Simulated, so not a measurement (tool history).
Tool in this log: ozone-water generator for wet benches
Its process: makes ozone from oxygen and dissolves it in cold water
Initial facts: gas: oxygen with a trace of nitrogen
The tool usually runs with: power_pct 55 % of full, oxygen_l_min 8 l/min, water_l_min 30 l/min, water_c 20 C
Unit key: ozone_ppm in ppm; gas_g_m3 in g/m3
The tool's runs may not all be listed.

run,day,power_pct,oxygen_l_min,water_l_min,water_c,ozone_ppm,gas_g_m3
1,0,55,8,30,20,14.9,191.9
2,4.692,55,8,30,24,13.8,193.1
3,12.825,55,8,30,24,14,192.7
4,19.625,55,8,30,12,16.6,190.6
5,28.108,55,8,30,12,16.5,190.1
# day 29.592: contactor cleaned
6,36.35,55,8,30,12,16.6,191.8
7,41.946,55,8,30,12,16.6,189.6
8,50.154,62,8,30,20,16.2,210.9
9,56.746,62,7.91,30,20,16.1,212.3
10,64.904,62,7.91,30,21,16.1,212.2
11,70.654,62,7.91,30,21,16.5,215.1
12,77.708,62,7.91,30,21,16.1,212.2
13,84.396,55,8,30,20,14.8,192.6
14,91.158,55,8,30,20,14.7,190
15,99.354,55,8,30,20,14.8,192.4
16,104.854,42,12.44,30,17,11.7,114.1
17,110.871,42,12.44,30,17,11.5,114.9
18,114.454,55,8,32,15,15.3,190.7
19,118.529,51,6.77,19,25,18.6,200
20,123.762,51,6.77,19,13,22.7,201.7
21,128.638,51,6.77,19,13,23.1,199.2
22,136.288,51,5.31,19,21,20.6,233.5
# day 137.971: water thermometer calibrated
23,142.058,55,5.77,30,24,14.5,237.3
24,150.725,45,6.65,30,27,11.3,182.2
25,159.392,45,6.65,30,27,11.5,183.5
26,167.9,91,8.13,30,20,22.5,285.2
27,174.446,91,8.13,30,20,22.5,285.8
28,183.162,55,8,30,15,15.8,191.5
29,188.321,68,8,30,13,19.5,225.6

Below are 4 alternative next runs, each starting from the tool's condition after run 29. Predict each:
A,192.283,55,4.5,35,15,?,?
B,192.283,55,4.06,30,20,?,?
C,192.283,57,8,36,15,?,?
D,192.283,48,8,19,13,?,?

run,ozone_ppm,gas_g_m3
A,13.7,278.4
B,15.2,299.2
C,13.7,196.6
D,21.1,173.1
The same runs, with their run-to-run variation unchanged, on a tool lacking any hidden condition would have given:
run,ozone_ppm,gas_g_m3
A,13.7,279
B,15.2,299.8
C,13.8,197
D,21.1,173.4
